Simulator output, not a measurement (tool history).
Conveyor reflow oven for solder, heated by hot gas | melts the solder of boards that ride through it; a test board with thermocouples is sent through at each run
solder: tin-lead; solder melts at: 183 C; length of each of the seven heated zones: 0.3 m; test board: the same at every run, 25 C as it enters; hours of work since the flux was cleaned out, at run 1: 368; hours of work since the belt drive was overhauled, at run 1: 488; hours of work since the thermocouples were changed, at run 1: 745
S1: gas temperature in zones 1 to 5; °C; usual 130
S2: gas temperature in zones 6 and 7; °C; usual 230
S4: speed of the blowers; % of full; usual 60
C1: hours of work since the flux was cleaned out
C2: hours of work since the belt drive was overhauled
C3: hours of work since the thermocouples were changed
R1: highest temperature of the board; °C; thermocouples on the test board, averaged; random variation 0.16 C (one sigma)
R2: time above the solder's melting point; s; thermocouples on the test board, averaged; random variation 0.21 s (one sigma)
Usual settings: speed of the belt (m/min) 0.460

Run 1, hour 0.0: usual settings; C1 368; C2 488; C3 745. Result: R1 210.8 °C, R2 50.2 s.
Run 2, hour 16.4: usual settings; C1 379; C2 498; C3 755. Result: R1 210.5 °C, R2 50.2 s.
Run 3, hour 40.5: usual settings; C1 394; C2 514; C3 771. Result: R1 210.8 °C, R2 49.9 s.
Run 4, hour 54.9: usual settings; C1 404; C2 523; C3 780. Result: R1 210.5 °C, R2 50.2 s.
Run 5, hour 65.6: usual settings; C1 410; C2 530; C3 787. Result: R1 210.5 °C, R2 49.7 s.
Run 6, hour 90.9: usual settings; C1 427; C2 546; C3 803. Result: R1 210.4 °C, R2 49.7 s.
At hour 104.9: flux residue cleaned out of gas plates and filters.
Run 7, hour 115.0: usual settings but S1 145 °C; C1 6; C2 558; C3 815. Result: R1 216.9 °C, R2 61.7 s.
Run 8, hour 131.9: usual settings but S1 145 °C; C1 17; C2 569; C3 826. Result: R1 216.8 °C, R2 62.0 s.
Run 9, hour 151.7: usual settings but S1 145 °C; C1 30; C2 582; C3 838. Result: R1 216.6 °C, R2 61.6 s.
Run 10, hour 172.1: usual settings but S1 145 °C, speed of the belt (m/min) 0.394; C1 43; C2 595; C3 852. Result: R1 220.3 °C, R2 77.5 s.
Run 11, hour 193.7: usual settings but S1 119 °C, speed of the belt (m/min) 0.394; C1 57; C2 609; C3 865. Result: R1 217.1 °C, R2 64.0 s.
Run 12, hour 207.1: usual settings but S1 119 °C, speed of the belt (m/min) 0.394; C1 65; C2 617; C3 874. Result: R1 217.1 °C, R2 63.7 s.
Run 13, hour 229.3: usual settings; C1 80; C2 631; C3 888. Result: R1 213.5 °C, R2 53.7 s.
Run 14, hour 244.7: usual settings; C1 89; C2 641; C3 898. Result: R1 213.4 °C, R2 53.7 s.
Run 15, hour 258.3: usual settings but S2 223 °C; C1 98; C2 650; C3 907. Result: R1 207.3 °C, R2 47.8 s.
Run 16, hour 272.9: usual settings but S2 223 °C; C1 108; C2 659; C3 916. Result: R1 207.4 °C, R2 47.9 s.
At hour 285.4: thermocouples of zones 6 and 7 changed.
Run 17, hour 297.9: usual settings but S2 238 °C; C1 122; C2 674; C3 8. Result: R1 218.8 °C, R2 57.6 s.
Run 18, hour 310.9: usual settings but S2 225 °C, speed of the belt (m/min) 0.545; C1 131; C2 682; C3 16. Result: R1 201.4 °C, R2 32.6 s.
Run 19, hour 326.9: usual settings but S1 126 °C, S2 243 °C, speed of the belt (m/min) 0.488; C1 141; C2 693; C3 27. Result: R1 220.0 °C, R2 54.2 s.
Run 20, hour 340.2: usual settings but S1 118 °C, S2 223 °C, speed of the belt (m/min) 0.535, S4 88 % of full; C1 149; C2 701; C3 35. Result: R1 205.9 °C, R2 36.8 s.
Run 21, hour 359.5: usual settings but S1 118 °C, S2 223 °C, speed of the belt (m/min) 0.535, S4 88 % of full; C1 162; C2 714; C3 47. Result: R1 206.0 °C, R2 36.7 s.
Run 22, hour 384.2: usual settings but S1 129 °C, S2 226 °C, S4 64 % of full; C1 177; C2 729; C3 63. Result: R1 209.0 °C, R2 49.4 s.

Forecast run 23:
Run 23, hour 406.7: usual settings but S1 129 °C, S2 226 °C, S4 64 % of full; C1 192; C2 744; C3 78. Result: R1 ?, R2 ?.

{"run 23": {"R1": 208.9, "R2": 49.6}}
Without the tool's hidden state the same run would have given R1 209.5 °C, R2 49.3 s.

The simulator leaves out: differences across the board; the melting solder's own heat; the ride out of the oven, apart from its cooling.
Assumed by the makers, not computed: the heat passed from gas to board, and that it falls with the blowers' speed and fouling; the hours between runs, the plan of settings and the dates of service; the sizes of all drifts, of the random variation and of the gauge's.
